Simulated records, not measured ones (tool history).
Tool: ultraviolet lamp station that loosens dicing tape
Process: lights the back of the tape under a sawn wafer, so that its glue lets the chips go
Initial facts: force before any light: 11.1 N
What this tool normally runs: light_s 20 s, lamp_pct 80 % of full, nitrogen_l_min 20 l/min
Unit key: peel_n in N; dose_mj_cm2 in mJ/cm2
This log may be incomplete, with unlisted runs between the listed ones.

| run | hour | light_s | lamp_pct | nitrogen_l_min | peel_n | dose_mj_cm2 |
|---|---|---|---|---|---|---|
| 1 | 0 | 20 | 80 | 20 | 1.119 | 418 |
| 2 | 30.7 | 20 | 80 | 20 | 1.096 | 414 |
| 3 | 60.4 | 20 | 80 | 20 | 1.107 | 419 |
| 4 | 98.9 | 10 | 80 | 20 | 3.402 | 210 |
| 5 | 124.1 | 10 | 80 | 20 | 3.463 | 207 |
| 6 | 150.8 | 10 | 80 | 20 | 3.393 | 210 |
| 7 | 189.5 | 10 | 80 | 20 | 3.41 | 209 |
| 8 | 206.3 | 10 | 80 | 20 | 3.455 | 211 |
| 9 | 230.5 | 10 | 80 | 20 | 3.285 | 211 |
| 10 | 267.5 | 10 | 80 | 20 | 3.436 | 207 |
| 11 | 291.7 | 10 | 80 | 20 | 3.499 | 210 |
| 12 | 330.6 | 10 | 80 | 20 | 3.387 | 207 |
| 13 | 363 | 20 | 80 | 20 | 1.103 | 418 |
| 14 | 394.7 | 20 | 100 | 20 | 0.665 | 522 |
| 15 | 422.2 | 20 | 100 | 20 | 0.681 | 525 |
| 16 | 442.1 | 20 | 100 | 20 | 0.66 | 520 |
| 17 | 474.3 | 20 | 80 | 20 | 1.093 | 414 |
| 18 | 512.3 | 20 | 80 | 20 | 1.105 | 415 |
| 19 | 528.5 | 20 | 80 | 8 | 2.135 | 413 |
| 20 | 564.1 | 20 | 80 | 8 | 2.123 | 409 |
| 21 | 582.2 | 20 | 80 | 8 | 2.163 | 418 |
| 22 | 613.9 | 20 | 80 | 8 | 2.154 | 416 |
| 23 | 637.9 | 20 | 96 | 10 | 1.314 | 495 |
| 24 | 664.9 | 20 | 94 | 20 | 0.767 | 489 |
| 25 | 701 | 20 | 94 | 20 | 0.766 | 489 |
| 26 | 718.8 | 20 | 94 | 20 | 0.788 | 491 |
| 27 | 745.5 | 11 | 60 | 32 | 3.423 | 170 |
| 28 | 782.4 | 20 | 62 | 20 | 1.857 | 326 |
| 29 | 813.1 | 20 | 94 | 15 | 0.977 | 487 |
| 30 | 849.7 | 14 | 80 | 16 | 2.467 | 290 |
| 31 | 878.6 | 25 | 66 | 21 | 1.015 | 424 |
| 32 | 903.5 | 37 | 87 | 18 | 0.225 | 842 |
| 33 | 922.7 | 37 | 87 | 18 | 0.234 | 829 |
| 34 | 952.3 | 37 | 87 | 18 | 0.236 | 831 |
| 35 | 982.5 | 25 | 87 | 20 | 0.528 | 564 |
| 36 | 1006.8 | 25 | 89 | 8 | 1.192 | 577 |
| 37 | 1033.8 | 20 | 87 | 32 | 0.644 | 450 |
| 38 | 1065.2 | 13 | 87 | 8 | 3.282 | 291 |
|  | 1090.2 | window cleaned of glue's vapour |
| 39 | 1090.2 | 13 | 75 | 8 | 3.982 | 252 |
| 40 | 1130.1 | 19 | 95 | 20 | 0.849 | 472 |
| 41 | 1165.8 | 19 | 95 | 20 | 0.818 | 464 |
| 42 | 1199.4 | 33 | 80 | 20 | 0.326 | 681 |

4 options for the next run, each taken on its own from the tool as it stands now. Forecast them:
| A | 1233 | 14 | 67 | 20 | ? | ? |
| B | 1233 | 20 | 64 | 22 | ? | ? |
| C | 1233 | 20 | 64 | 13 | ? | ? |
| D | 1233 | 20 | 80 | 6 | ? | ? |

| run | peel_n | dose_mj_cm2 |
|---|---|---|
| A | 2.78 | 242 |
| B | 1.621 | 333 |
| C | 2.247 | 333 |
| D | 2.537 | 418 |
The same runs, with their run-to-run variation unchanged, on a tool lacking any hidden condition would have given:
| run | peel_n | dose_mj_cm2 |
|---|---|---|
| A | 2.771 | 243 |
| B | 1.614 | 334 |
| C | 2.239 | 333 |
| D | 2.528 | 419 |
